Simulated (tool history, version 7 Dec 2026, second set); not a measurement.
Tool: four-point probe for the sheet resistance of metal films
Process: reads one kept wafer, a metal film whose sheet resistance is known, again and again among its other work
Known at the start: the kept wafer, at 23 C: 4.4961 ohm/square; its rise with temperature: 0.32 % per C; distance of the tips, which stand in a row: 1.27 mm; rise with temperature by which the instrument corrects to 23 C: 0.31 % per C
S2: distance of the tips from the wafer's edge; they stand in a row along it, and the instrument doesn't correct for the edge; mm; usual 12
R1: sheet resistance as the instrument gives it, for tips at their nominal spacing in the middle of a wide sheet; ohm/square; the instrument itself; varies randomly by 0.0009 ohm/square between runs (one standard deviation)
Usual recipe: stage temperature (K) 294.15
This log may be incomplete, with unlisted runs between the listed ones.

{"run": 1, "hour": 0.0, "stage temperature (K)": 294.15, "S2": 12, "R1": 4.53728}
{"run": 2, "hour": 36.8, "stage temperature (K)": 294.15, "S2": 12, "R1": 4.535891}
{"run": 3, "hour": 59.3, "stage temperature (K)": 294.15, "S2": 12, "R1": 4.537221}
{"run": 4, "hour": 79.4, "stage temperature (K)": 294.15, "S2": 68, "R1": 4.513292}
{"run": 5, "hour": 103.5, "stage temperature (K)": 293.15, "S2": 12, "R1": 4.53806}
{"run": 6, "hour": 122.9, "stage temperature (K)": 298.15, "S2": 12, "R1": 4.542037}
{"run": 7, "hour": 146.9, "stage temperature (K)": 298.15, "S2": 12, "R1": 4.542841}
{"run": 8, "hour": 163.8, "stage temperature (K)": 298.15, "S2": 12, "R1": 4.541698}
{"run": 9, "hour": 191.3, "stage temperature (K)": 298.15, "S2": 12, "R1": 4.542355}
{"run": 10, "hour": 212.2, "stage temperature (K)": 300.15, "S2": 12, "R1": 4.542391}
{"run": 11, "hour": 241.8, "stage temperature (K)": 294.15, "S2": 12, "R1": 4.541678}
{"run": 12, "hour": 269.4, "stage temperature (K)": 294.15, "S2": 12, "R1": 4.540884}
{"run": 13, "hour": 297.5, "stage temperature (K)": 294.15, "S2": 12, "R1": 4.542347}
{"run": 14, "hour": 333.8, "stage temperature (K)": 294.15, "S2": 12, "R1": 4.542554}
{"run": 15, "hour": 350.7, "stage temperature (K)": 294.15, "S2": 12, "R1": 4.542779}
{"run": 16, "hour": 370.8, "stage temperature (K)": 294.15, "S2": 12, "R1": 4.5436}
{"run": 17, "hour": 397.7, "stage temperature (K)": 294.15, "S2": 12, "R1": 4.542491}
{"run": 18, "hour": 414.0, "stage temperature (K)": 299.15, "S2": 23, "R1": 4.525697}
{"hour": 416.3, "done": "stage's thermometer calibrated"}
{"run": 19, "hour": 440.5, "stage temperature (K)": 299.15, "S2": 11, "R1": 4.552511}
{"run": 20, "hour": 465.6, "stage temperature (K)": 299.15, "S2": 16, "R1": 4.536881}
{"run": 21, "hour": 484.2, "stage temperature (K)": 295.15, "S2": 53, "R1": 4.522562}
{"run": 22, "hour": 515.0, "stage temperature (K)": 295.15, "S2": 53, "R1": 4.522864}
{"run": 23, "hour": 530.6, "stage temperature (K)": 295.15, "S2": 45, "R1": 4.521688}
{"run": 24, "hour": 563.3, "stage temperature (K)": 295.15, "S2": 45, "R1": 4.523365}
{"run": 25, "hour": 585.4, "stage temperature (K)": 295.15, "S2": 45, "R1": 4.524484}
{"run": 26, "hour": 604.5, "stage temperature (K)": 294.15, "S2": 17, "R1": 4.536083}
{"hour": 625.8, "done": "stage's thermometer calibrated, once more"}
{"run": 27, "hour": 625.8, "stage temperature (K)": 294.15, "S2": 42, "R1": 4.515335}
{"run": 28, "hour": 651.1, "stage temperature (K)": 298.15, "S2": 28, "R1": 4.520208}
{"run": 29, "hour": 670.5, "stage temperature (K)": 298.15, "S2": 28, "R1": 4.51982}
{"run": 30, "hour": 699.7, "stage temperature (K)": 300.15, "S2": 64, "R1": 4.517422}
{"run": 31, "hour": 728.7, "stage temperature (K)": 305.15, "S2": 17, "R1": 4.533521}
{"run": 32, "hour": 746.5, "stage temperature (K)": 293.15, "S2": 4, "R1": 4.745998}

Here are 3 independent what-if runs from the current tool condition. What would each one return?
{"run": "A", "hour": 762.9, "stage temperature (K)": 307.15, "S2": 4, "R1": "?"}
{"run": "B", "hour": 762.9, "stage temperature (K)": 294.15, "S2": 5, "R1": "?"}
{"run": "C", "hour": 762.9, "stage temperature (K)": 294.15, "S2": 69, "R1": "?"}

run=A R1=4.754171
run=B R1=4.667977
run=C R1=4.517511
Without the tool's hidden state the same runs would have given:
run=A R1=4.732139
run=B R1=4.646318
run=C R1=4.496493
